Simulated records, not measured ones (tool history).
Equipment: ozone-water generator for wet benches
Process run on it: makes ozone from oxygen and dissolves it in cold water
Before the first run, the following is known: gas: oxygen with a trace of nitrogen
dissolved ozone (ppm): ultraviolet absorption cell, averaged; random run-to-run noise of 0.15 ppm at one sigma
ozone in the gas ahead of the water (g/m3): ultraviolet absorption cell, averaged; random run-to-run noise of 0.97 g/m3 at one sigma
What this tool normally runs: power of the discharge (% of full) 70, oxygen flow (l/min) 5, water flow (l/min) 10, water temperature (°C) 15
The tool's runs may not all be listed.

run     day  power of the discharge (% of full)  oxygen flow (l/min)  water flow (l/min)  water temperature (°C)  dissolved ozone (ppm)  ozone in the gas ahead of the water (g/m3)
  1       0                                  70                    5                  10                      15                   18.9                                       163.8
  2   1.158                                  70                    5                  10                      15                   18.6                                       164.2
  3       3                                  70                    5                   7                      15                     25                                       164.9
  4   5.392                                  70                 5.72                   7                      15                   24.4                                       154.5
  5     7.2                                  70                 5.72                   7                      15                   24.2                                       155.5
  6   9.567                                  70                 5.72                   7                      15                   24.3                                       154.7
  7  11.346                                  70                 5.72                   7                      15                   24.1                                       154.4
  8  13.354                                  70                 6.07                   7                      15                     24                                       149.4
  9  15.154                                  70                 6.07                   7                      15                   24.2                                       150.3
 10   17.45                                  70                    5                  10                      15                     19                                         166
 11  18.862                                  70                    5                  14                      15                     14                                       163.8
 12  20.962                                  70                    5                  10                      15                   19.1                                       163.9
 13  22.396                                  70                    5                  10                      15                   18.8                                       167.1
 14  23.517                                  70                    5                  10                      11                   20.5                                       164.2
     25.362  -- contactor cleaned
 15  25.638                                  70                    5                  10                      11                   20.2                                       165.2
 16   27.95                                  70                    5                  10                      11                   20.5                                       165.7
 17  30.404                                  70                 3.02                  10                      16                   18.6                                       209.8
 18  31.725                                  70                 3.02                  10                      16                   18.3                                       212.3
 19   33.05                                  54                 4.24                   9                       9                   19.5                                       149.1
 20  34.542                                  80                 2.52                   9                       9                   24.6                                       252.6
 21  36.392                                  80                 2.52                   9                       9                   24.4                                       249.5
 22  37.833                                  80                 2.52                   9                       9                   24.4                                       251.9
 23  39.238                                  70                 3.18                  10                      10                   20.2                                       205.8
 24  40.854                                  86                    5                   8                      15                     26                                       188.9
 25  42.758                                  86                    5                   8                      15                     26                                       192.2
 26  45.108                                  69                 6.33                  13                      13                   15.5                                       147.5
 27  46.775                                  64                 7.05                  10                      15                   16.8                                       131.3
 28  48.638                                  70                    5                  10                      21                   16.8                                       165.6
 29    50.8                                  42                 5.02                  15                      20                    8.4                                       116.6
 30      53                                  42                  4.4                  15                      20                    8.3                                       122.5
 31  54.117                                  42                  4.4                  10                      11                   14.2                                       123.5
 32  56.546                                  49                    5                  10                      13                   15.4                                       129.2

3 ways to go on from here, each from the tool as it stands after run 32. What would each give?
  A  58.308                                  63                 5.34                  15                      13                      ?                                           ?
  B  58.308                                  70                    5                  10                      18                      ?                                           ?
  C  58.308                                  87                 4.79                  10                      15                      ?                                           ?

run  dissolved ozone (ppm)  ozone in the gas ahead of the water (g/m3)
  A                   12.5                                       148.1
  B                   17.6                                       165.8
  C                     22                                       196.4
What these runs would have given with no unlogged condition in the tool:
run  dissolved ozone (ppm)  ozone in the gas ahead of the water (g/m3)
  A                   12.5                                       148.3
  B                   17.6                                         166
  C                     22                                       196.7
